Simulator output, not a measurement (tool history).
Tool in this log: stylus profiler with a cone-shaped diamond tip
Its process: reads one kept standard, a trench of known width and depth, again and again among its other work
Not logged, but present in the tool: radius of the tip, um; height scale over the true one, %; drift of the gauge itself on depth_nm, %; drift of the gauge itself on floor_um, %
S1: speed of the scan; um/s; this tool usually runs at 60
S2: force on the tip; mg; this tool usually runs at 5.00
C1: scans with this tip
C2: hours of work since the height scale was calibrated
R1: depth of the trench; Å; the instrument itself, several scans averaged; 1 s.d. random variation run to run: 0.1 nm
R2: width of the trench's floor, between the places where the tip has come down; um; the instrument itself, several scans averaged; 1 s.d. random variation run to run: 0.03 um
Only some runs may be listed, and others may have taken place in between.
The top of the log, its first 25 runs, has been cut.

| run | hour | S1 | S2 | C1 | C2 | R1 | R2 |
|---|---|---|---|---|---|---|---|
| 26 | 442.8 | 156 | 3.68 | 4264 | 330 | 5079.9 | 96.40 |
| 27 | 456.2 | 50 | 13.95 | 4370 | 338 | 5191.8 | 96.89 |
| 28 | 475.5 | 50 | 13.95 | 4521 | 350 | 5191.9 | 96.94 |
| 29 | 498.1 | 50 | 13.95 | 4699 | 364 | 5191.9 | 96.88 |
| 30 | 513.0 | 60 | 9.04 | 4816 | 373 | 5141.5 | 96.83 |
| 31 | 531.3 | 60 | 7.91 | 4960 | 384 | 5132.9 | 96.80 |
| 32 | 542.8 | 121 | 9.20 | 5051 | 391 | 5143.9 | 96.70 |
| 33 | 566.0 | 121 | 6.67 | 5234 | 405 | 5116.6 | 96.60 |
| 34 | 588.1 | 121 | 6.67 | 5407 | 419 | 5118.2 | 96.61 |
| 35 | 610.1 | 121 | 6.67 | 5580 | 432 | 5117.1 | 96.57 |
| 36 | 633.4 | 74 | 1.95 | 5764 | 446 | 5052.0 | 96.52 |
| 37 | 649.9 | 28 | 9.01 | 5894 | 456 | 5142.6 | 96.90 |
| 38 | 671.0 | 28 | 3.49 | 6059 | 469 | 5076.2 | 96.86 |
| 39 | 691.9 | 47 | 12.42 | 6224 | 482 | 5177.7 | 96.88 |
| 40 | 710.9 | 64 | 12.44 | 6373 | 494 | 5177.8 | 96.86 |

Run 41, settings as shown, results not yet in. Your forecast:
| 41 | 731.0 | 214 | 8.11 | 6531 | 506 | ? | ? |

Run 41 produced R1 5133.0 Å, R2 96.41 um.
With no hidden state in the tool, this same run would have given R1 5132.8 Å, R2 96.41 um.

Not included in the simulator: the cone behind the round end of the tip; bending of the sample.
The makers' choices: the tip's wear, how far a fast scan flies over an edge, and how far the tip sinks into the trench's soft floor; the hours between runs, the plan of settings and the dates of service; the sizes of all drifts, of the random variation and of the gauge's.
